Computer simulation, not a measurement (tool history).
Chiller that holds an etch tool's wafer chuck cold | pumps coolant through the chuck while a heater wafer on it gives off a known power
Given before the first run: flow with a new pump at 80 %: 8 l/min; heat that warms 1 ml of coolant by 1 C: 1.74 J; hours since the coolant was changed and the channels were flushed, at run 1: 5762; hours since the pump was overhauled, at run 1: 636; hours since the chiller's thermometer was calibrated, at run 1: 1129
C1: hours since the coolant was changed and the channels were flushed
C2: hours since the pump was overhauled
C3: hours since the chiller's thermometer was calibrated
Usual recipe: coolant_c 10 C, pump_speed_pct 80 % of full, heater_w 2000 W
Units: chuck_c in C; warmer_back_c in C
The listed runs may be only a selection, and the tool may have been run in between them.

Run 1, hour 0: usual settings; C1 5762; C2 636; C3 1129. Result: chuck_c 26.7 C, warmer_back_c 8.71 C.
Run 2, hour 39.2: usual settings; C1 5801; C2 675; C3 1168. Result: chuck_c 26.9 C, warmer_back_c 8.68 C.
Run 3, hour 108.1: usual settings; C1 5870; C2 744; C3 1237. Result: chuck_c 26.9 C, warmer_back_c 8.69 C.
Run 4, hour 183.1: usual settings but pump_speed_pct 84 % of full; C1 5945; C2 819; C3 1312. Result: chuck_c 26.2 C, warmer_back_c 8.35 C.
Run 5, hour 273.7: usual settings but pump_speed_pct 84 % of full; C1 6035; C2 910; C3 1402. Result: chuck_c 26.1 C, warmer_back_c 8.26 C.
Run 6, hour 361.6: usual settings but pump_speed_pct 84 % of full; C1 6123; C2 998; C3 1490. Result: chuck_c 26.3 C, warmer_back_c 8.26 C.
Run 7, hour 435.1: usual settings but pump_speed_pct 84 % of full; C1 6197; C2 1071; C3 1564. Result: chuck_c 26.3 C, warmer_back_c 8.31 C.
Run 8, hour 488.3: usual settings but coolant_c 18 C, pump_speed_pct 70 % of full; C1 6250; C2 1124; C3 1617. Result: chuck_c 37.3 C, warmer_back_c 10.09 C.
Run 9, hour 554.4: usual settings but coolant_c 18 C, pump_speed_pct 70 % of full; C1 6316; C2 1190; C3 1683. Result: chuck_c 37.3 C, warmer_back_c 10.02 C.
Run 10, hour 640.4: usual settings but coolant_c 1 C, pump_speed_pct 92 % of full; C1 6402; C2 1276; C3 1769. Result: chuck_c 16.2 C, warmer_back_c 7.51 C.
Run 11, hour 723.8: usual settings but coolant_c 19 C, pump_speed_pct 83 % of full, heater_w 1920 W; C1 6485; C2 1360; C3 1852. Result: chuck_c 34.9 C, warmer_back_c 8.06 C.
Run 12, hour 771.5: usual settings but coolant_c 19 C, pump_speed_pct 83 % of full, heater_w 1920 W; C1 6533; C2 1407; C3 1900. Result: chuck_c 34.9 C, warmer_back_c 8.09 C.
Run 13, hour 855.4: usual settings but coolant_c 6 C, pump_speed_pct 89 % of full, heater_w 1611 W; C1 6617; C2 1491; C3 1984. Result: chuck_c 18.8 C, warmer_back_c 6.36 C.

For each run, the measured value with the value that run would have given without the tool's hidden condition subtracted. The run-to-run variation is shared by both, the gauge scatter possibly not:
What the log doesn't record here: heat passed by the chuck's channels, % of clean ones'; flow at a given pump speed, % of a new pump's; coolant's true temperature over the reading, C; drift of the gauge itself on chuck_c, C; drift of the gauge itself on warmer_back_c, C.
run  chuck_c  warmer_back_c
  1       +1          +0.04
  2     +1.1          +0.04
  3       +1          +0.05
  4     +1.1          +0.06
  5     +1.1          +0.07
  6     +1.2          +0.08
  7     +1.2          +0.08
  8     +1.4           +0.1
  9     +1.4          +0.11
 10     +1.2          +0.09
 11     +1.2          +0.11
 12     +1.3          +0.11
 13     +1.1          +0.09

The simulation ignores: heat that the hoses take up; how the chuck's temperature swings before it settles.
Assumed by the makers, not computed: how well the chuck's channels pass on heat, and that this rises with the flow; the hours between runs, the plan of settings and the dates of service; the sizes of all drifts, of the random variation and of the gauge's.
